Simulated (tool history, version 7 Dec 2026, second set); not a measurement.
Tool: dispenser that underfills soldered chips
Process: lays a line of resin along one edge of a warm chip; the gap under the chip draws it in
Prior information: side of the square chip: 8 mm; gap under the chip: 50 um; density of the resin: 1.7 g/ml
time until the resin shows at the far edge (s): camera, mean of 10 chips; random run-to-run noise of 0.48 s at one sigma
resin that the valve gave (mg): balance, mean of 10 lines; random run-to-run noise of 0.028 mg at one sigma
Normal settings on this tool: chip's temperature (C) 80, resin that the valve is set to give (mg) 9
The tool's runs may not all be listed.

| run | hour | chip's temperature (C) | resin that the valve is set to give (mg) | time until the resin shows at the far edge (s) | resin that the valve gave (mg) |
|---|---|---|---|---|---|
| 1 | 0 | 80 | 9 | 39.4 | 8.65 |
|  | 7 | dispensing valve cleaned and set on the balance |
| 2 | 8.5 | 80 | 9 | 49.2 | 9.03 |
| 3 | 17.2 | 80 | 9 | 63.6 | 8.97 |
|  | 18.8 | new syringe of resin |
| 4 | 25.6 | 80 | 9 | 47.8 | 9 |
| 5 | 34.2 | 80 | 9 | 61.3 | 8.99 |
|  | 37.7 | new syringe of resin |
| 6 | 45 | 80 | 9 | 46.8 | 8.94 |
| 7 | 55.5 | 80 | 9 | 65.1 | 8.9 |
|  | 56.5 | new syringe of resin |
| 8 | 64.2 | 80 | 9 | 47.6 | 8.91 |
| 9 | 74.3 | 80 | 9 | 65.6 | 8.81 |
|  | 75.4 | new syringe of resin |
| 10 | 84.3 | 83 | 9 | 43.5 | 8.79 |
|  | 94.1 | new syringe of resin |
| 11 | 96.1 | 83 | 9 | 35.3 | 8.73 |
| 12 | 106.2 | 78 | 9 | 61 | 8.7 |
|  | 112.8 | new syringe of resin |
| 13 | 114.9 | 80 | 7.8 | 42 | 7.56 |
| 14 | 120.1 | 80 | 7.8 | 49.4 | 7.53 |
| 15 | 128.6 | 67 | 9.11 | 118.3 | 8.78 |
|  | 131.4 | new syringe of resin |
| 16 | 134 | 67 | 9.11 | 81.6 | 8.8 |
|  | 139.3 | dispensing valve cleaned and set on the balance |
| 17 | 143.4 | 83 | 7.87 | 46.6 | 7.86 |
| 18 | 149.6 | 79 | 9.09 | 67.1 | 9.02 |
|  | 151.5 | new syringe of resin |
| 19 | 161.7 | 79 | 9.09 | 54.8 | 9 |
|  | 170.6 | new syringe of resin |
| 20 | 173 | 93 | 9.14 | 22.6 | 9.03 |
| 21 | 184.6 | 93 | 9.14 | 30.7 | 8.98 |
|  | 189.6 | new syringe of resin |
| 22 | 190.8 | 93 | 9.14 | 22.6 | 8.97 |
| 23 | 195.8 | 91 | 8.63 | 28.7 | 8.46 |

What would each run have given without the hidden state, its run-to-run variation left as it was?
Hidden state present: resin's viscosity, % of fresh resin's; dose that the valve gives, % of what is set; true chip temperature over the reading, C; drift of the gauge itself on fill_s, %; drift of the gauge itself on given_mg, %.
| run | time until the resin shows at the far edge (s) | resin that the valve gave (mg) |
|---|---|---|
| 1 | 36.9 | 9.04 |
| 2 | 37.1 | 9.02 |
| 3 | 37.3 | 8.98 |
| 4 | 37.6 | 9.04 |
| 5 | 37.3 | 9.05 |
| 6 | 36.5 | 9.03 |
| 7 | 37.6 | 9.02 |
| 8 | 36.5 | 9.06 |
| 9 | 37.9 | 8.98 |
| 10 | 32.1 | 8.99 |
| 11 | 31.8 | 8.96 |
| 12 | 40.9 | 8.96 |
| 13 | 37.6 | 7.81 |
| 14 | 38 | 7.79 |
| 15 | 70.8 | 9.11 |
| 16 | 71.9 | 9.15 |
| 17 | 32.6 | 7.88 |
| 18 | 39.1 | 9.06 |
| 19 | 38.6 | 9.08 |
| 20 | 20 | 9.14 |
| 21 | 19.3 | 9.12 |
| 22 | 20.3 | 9.13 |
| 23 | 22.4 | 8.63 |
